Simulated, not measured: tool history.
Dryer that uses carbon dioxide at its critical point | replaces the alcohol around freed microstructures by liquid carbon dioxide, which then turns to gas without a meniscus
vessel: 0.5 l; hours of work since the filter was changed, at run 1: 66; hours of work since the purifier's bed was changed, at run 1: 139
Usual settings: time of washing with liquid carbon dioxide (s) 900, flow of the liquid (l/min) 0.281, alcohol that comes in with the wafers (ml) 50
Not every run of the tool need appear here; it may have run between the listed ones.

| run | hour | time of washing with liquid carbon dioxide (s) | flow of the liquid (l/min) | alcohol that comes in with the wafers (ml) | hours of work since the filter was changed | hours of work since the purifier's bed was changed | alcohol left in the vessel before it's heated (ppm by volume) |
|---|---|---|---|---|---|---|---|
| 1 | 0 | 900 | 0.281 | 50 | 66 | 139 | 46 |
| 2 | 7.8 | 900 | 0.281 | 50 | 72 | 145 | 55 |
| 3 | 14.5 | 900 | 0.281 | 50 | 78 | 150 | 49 |
| 4 | 23.9 | 600 | 0.281 | 50 | 85 | 158 | 541 |
| 5 | 28.6 | 600 | 0.281 | 50 | 88 | 161 | 550 |
| 6 | 34.1 | 840 | 0.281 | 50 | 93 | 166 | 79 |
| 7 | 40.2 | 840 | 0.281 | 50 | 97 | 170 | 79 |
| 8 | 45.8 | 900 | 0.281 | 50 | 102 | 175 | 61 |
| 9 | 50.9 | 900 | 0.281 | 50 | 106 | 179 | 52 |
| 10 | 57.8 | 900 | 0.281 | 50 | 111 | 184 | 63 |
| 11 | 68.2 | 1020 | 0.281 | 50 | 119 | 192 | 34 |
| 12 | 78.3 | 1020 | 0.281 | 25 | 127 | 200 | 38 |
| 13 | 84.4 | 900 | 0.281 | 79 | 132 | 205 | 95 |
| 14 | 92.1 | 900 | 0.477 | 50 | 138 | 211 | 27 |
| 15 | 97.2 | 900 | 0.477 | 50 | 142 | 215 | 26 |
| 16 | 101.8 | 900 | 0.477 | 50 | 145 | 218 | 32 |
| 17 | 111.5 | 900 | 0.477 | 50 | 153 | 226 | 31 |
| 18 | 117.4 | 1260 | 0.477 | 106 | 158 | 230 | 30 |
| 19 | 125.6 | 960 | 0.178 | 50 | 164 | 237 | 805 |
| 20 | 134.8 | 960 | 0.389 | 73 | 171 | 244 | 26 |
| 21 | 145.3 | 960 | 0.389 | 73 | 179 | 252 | 35 |
| 22 | 155.3 | 960 | 0.389 | 73 | 187 | 260 | 26 |
| 23 | 164.3 | 1020 | 0.281 | 21 | 194 | 267 | 41 |
| 24 | 170.7 | 1380 | 0.281 | 21 | 199 | 272 | 27 |
| 25 | 177.5 | 1380 | 0.281 | 21 | 204 | 277 | 30 |
|  | 185.2 | inlet filter changed |
| 26 | 188.5 | 900 | 0.334 | 50 | 3 | 285 | 32 |
| 27 | 197 | 900 | 0.334 | 50 | 9 | 292 | 33 |
| 28 | 204.7 | 1380 | 0.172 | 23 | 15 | 298 | 57 |
| 29 | 209.9 | 960 | 0.182 | 20 | 19 | 302 | 192 |
| 30 | 220.1 | 780 | 0.247 | 59 | 27 | 309 | 284 |
| 31 | 226.3 | 1140 | 0.394 | 53 | 32 | 314 | 27 |
| 32 | 233.9 | 900 | 0.436 | 39 | 38 | 320 | 32 |
| 33 | 240.5 | 600 | 0.33 | 39 | 43 | 325 | 152 |

Subtracting, for every run, the result it would have given without the tool's unlogged condition from the measured result gives the following. The same run-to-run variation enters both numbers; the gauge's scatter may not:
Hidden state at play: flow that reaches the vessel past the clogged filter, %; alcohol in the recycled carbon dioxide, ppm; drift of the gauge itself on alcohol_ppm, %.
| run | alcohol left in the vessel before it's heated (ppm by volume) |
|---|---|
| 1 | +24 |
| 2 | +26 |
| 3 | +27 |
| 4 | +157 |
| 5 | +166 |
| 6 | +40 |
| 7 | +43 |
| 8 | +34 |
| 9 | +35 |
| 10 | +38 |
| 11 | +26 |
| 12 | +23 |
| 13 | +58 |
| 14 | +19 |
| 15 | +20 |
| 16 | +20 |
| 17 | +20 |
| 18 | +20 |
| 19 | +370 |
| 20 | +23 |
| 21 | +24 |
| 22 | +25 |
| 23 | +31 |
| 24 | +24 |
| 25 | +25 |
| 26 | +26 |
| 27 | +26 |
| 28 | +28 |
| 29 | +40 |
| 30 | +57 |
| 31 | +27 |
| 32 | +27 |
| 33 | +53 |
